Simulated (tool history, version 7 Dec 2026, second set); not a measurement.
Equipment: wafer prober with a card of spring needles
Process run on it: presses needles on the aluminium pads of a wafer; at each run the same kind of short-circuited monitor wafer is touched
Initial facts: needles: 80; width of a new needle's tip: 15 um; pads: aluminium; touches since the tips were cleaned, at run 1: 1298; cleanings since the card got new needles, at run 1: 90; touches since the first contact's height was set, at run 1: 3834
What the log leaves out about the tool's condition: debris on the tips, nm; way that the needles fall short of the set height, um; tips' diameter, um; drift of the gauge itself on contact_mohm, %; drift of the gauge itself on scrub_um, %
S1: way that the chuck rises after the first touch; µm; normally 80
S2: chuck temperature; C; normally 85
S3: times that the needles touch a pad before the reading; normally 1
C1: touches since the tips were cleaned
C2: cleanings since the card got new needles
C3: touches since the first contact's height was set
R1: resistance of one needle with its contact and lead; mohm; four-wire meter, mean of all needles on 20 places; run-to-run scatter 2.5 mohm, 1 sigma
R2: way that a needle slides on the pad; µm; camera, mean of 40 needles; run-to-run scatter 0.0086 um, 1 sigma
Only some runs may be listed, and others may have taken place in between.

run	hour	S1	S2	S3	C1	C2	C3	R1	R2
1	0	80	85	1	1298	90	3834	330	13.003
# hour 11.8: tips cleaned on abrasive film
# hour 26: tips cleaned on abrasive film
2	26	80	85	1	0	92	13987	293	13
# hour 41.2: tips cleaned on abrasive film
# hour 56.3: tips cleaned on abrasive film
3	58.2	80	85	1	758	94	26556	326	12.976
# hour 71.2: tips cleaned on abrasive film
# hour 86.4: tips cleaned on abrasive film
# hour 100.4: tips cleaned on abrasive film
4	110.4	80	85	1	3939	97	46964	384	12.963
# hour 113.7: tips cleaned on abrasive film
# hour 129.1: tips cleaned on abrasive film
# hour 142.1: tips cleaned on abrasive film
5	148.6	80	59	1	2567	100	61869	354	12.922
# hour 157.2: tips cleaned on abrasive film
# hour 170.2: tips cleaned on abrasive film
# hour 176.9: height of the first contact set anew
# hour 185.9: tips cleaned on abrasive film
6	188.8	80	106	1	1160	103	4650	330	13.003
# hour 201.8: tips cleaned on abrasive film
7	212.9	64	106	1	4340	104	14061	443	10.403
# hour 216.2: tips cleaned on abrasive film
# hour 232.1: tips cleaned on abrasive film
# hour 247.3: tips cleaned on abrasive film
# hour 262.7: tips cleaned on abrasive film
8	265.5	64	106	1	1094	108	34591	358	10.355
# hour 272.1: tips cleaned on abrasive film, once more
# hour 285.7: tips cleaned on abrasive film
9	293	64	106	1	2872	110	45317	408	10.355
# hour 299.5: tips cleaned on abrasive film
# hour 312.5: tips cleaned on abrasive film
# hour 328.7: tips cleaned on abrasive film
# hour 343.3: tips cleaned on abrasive film
10	345.9	64	106	1	1036	114	65952	354	10.331
# hour 357.1: tips cleaned on abrasive film
# hour 363.8: height of the first contact set anew
# hour 373.2: tips cleaned on abrasive film
11	379.8	64	106	1	2599	116	6253	402	10.404
# hour 386.4: tips cleaned on abrasive film
# hour 402.3: tips cleaned on abrasive film
# hour 418.5: tips cleaned on abrasive film
12	425.3	80	85	1	2692	119	24016	371	12.969
# hour 431.9: tips cleaned on abrasive film
# hour 447.5: tips cleaned on abrasive film
# hour 462.9: tips cleaned on abrasive film
13	462.9	80	85	1	0	122	38675	302	12.941
# hour 477.6: tips cleaned on abrasive film
# hour 492.9: tips cleaned on abrasive film
# hour 507.9: tips cleaned on abrasive film
14	516.5	80	85	1	3399	125	59620	370	12.932
# hour 523.1: tips cleaned on abrasive film
# hour 538.6: tips cleaned on abrasive film
# hour 548.6: height of the first contact set anew
# hour 555.1: tips cleaned on abrasive film
15	556.5	61	85	1	526	128	3062	333	9.916
# hour 568.2: tips cleaned on abrasive film
# hour 583.5: tips cleaned on abrasive film
16	584.8	65	111	2	508	130	14132	319	10.546
# hour 597: tips cleaned on abrasive film
17	608.8	65	111	2	4635	131	23508	397	10.542
# hour 612.1: tips cleaned on abrasive film
# hour 626.9: tips cleaned on abrasive film
18	631.1	92	111	3	1676	133	32217	308	14.921
# hour 640.5: tips cleaned on abrasive film
# hour 654.8: tips cleaned on abrasive film
19	654.8	80	70	1	0	135	41434	293	12.946
# hour 670.7: tips cleaned on abrasive film
20	681.4	80	70	1	4194	136	51848	393	12.955
# hour 684.4: tips cleaned on abrasive film
# hour 699.4: tips cleaned on abrasive film
21	708.3	68	102	1	3492	138	62350	420	10.979
# hour 714.8: tips cleaned on abrasive film
# hour 729.4: tips cleaned on abrasive film
# hour 732.9: height of the first contact set anew
22	739.4	68	35	1	3820	140	2552	415	11.049
# hour 742.7: tips cleaned on abrasive film
# hour 757.9: tips cleaned on abrasive film
# hour 770.9: tips cleaned on abrasive film
23	773.8	68	35	1	1129	143	15952	335	11.038
# hour 785.4: tips cleaned on abrasive film
# hour 801: tips cleaned on abrasive film
24	808.8	68	72	2	3047	145	29638	362	11.024
# hour 815.3: tips cleaned on abrasive film
# hour 830.9: tips cleaned on abrasive film
25	837.4	94	39	1	2570	147	40812	333	15.233
# hour 843.9: tips cleaned on abrasive film
# hour 859: tips cleaned on abrasive film
26	866.5	94	39	2	2923	149	52163	311	15.226
# hour 872.8: tips cleaned on abrasive film
# hour 885.8: tips cleaned on abrasive film
27	889.3	80	38	1	1391	151	61074	337	12.943
# hour 899.1: tips cleaned on abrasive film
# hour 914.3: tips cleaned on abrasive film
# hour 917.6: height of the first contact set anew
# hour 930.6: tips cleaned on abrasive film
28	942.9	73	30	2	4836	154	9908	368	11.841
# hour 946.2: tips cleaned on abrasive film
# hour 959.2: tips cleaned on abrasive film
# hour 974.2: tips cleaned on abrasive film
29	983.3	69	61	3	3583	157	25703	330	11.191

3 options for the next run, each taken on its own from the tool as it stands now. Forecast them:
# hour 989.9: tips cleaned on abrasive film
# hour 1005.3: tips cleaned on abrasive film
# hour 1020.6: tips cleaned on abrasive film
A	1022	71	69	2	546	160	40762	?	?
# hour 989.9: tips cleaned on abrasive film
# hour 1005.3: tips cleaned on abrasive film
# hour 1020.6: tips cleaned on abrasive film
B	1022	75	85	3	546	160	40762	?	?
# hour 989.9: tips cleaned on abrasive film
# hour 1005.3: tips cleaned on abrasive film
# hour 1020.6: tips cleaned on abrasive film
C	1022	94	85	1	546	160	40762	?	?

run	R1	R2
A	304	11.491
B	300	12.139
C	306	15.217
Stripped of hidden state, with their random variation kept, the same runs would have yielded:
run	R1	R2
A	280	11.535
B	285	12.183
C	283	15.261
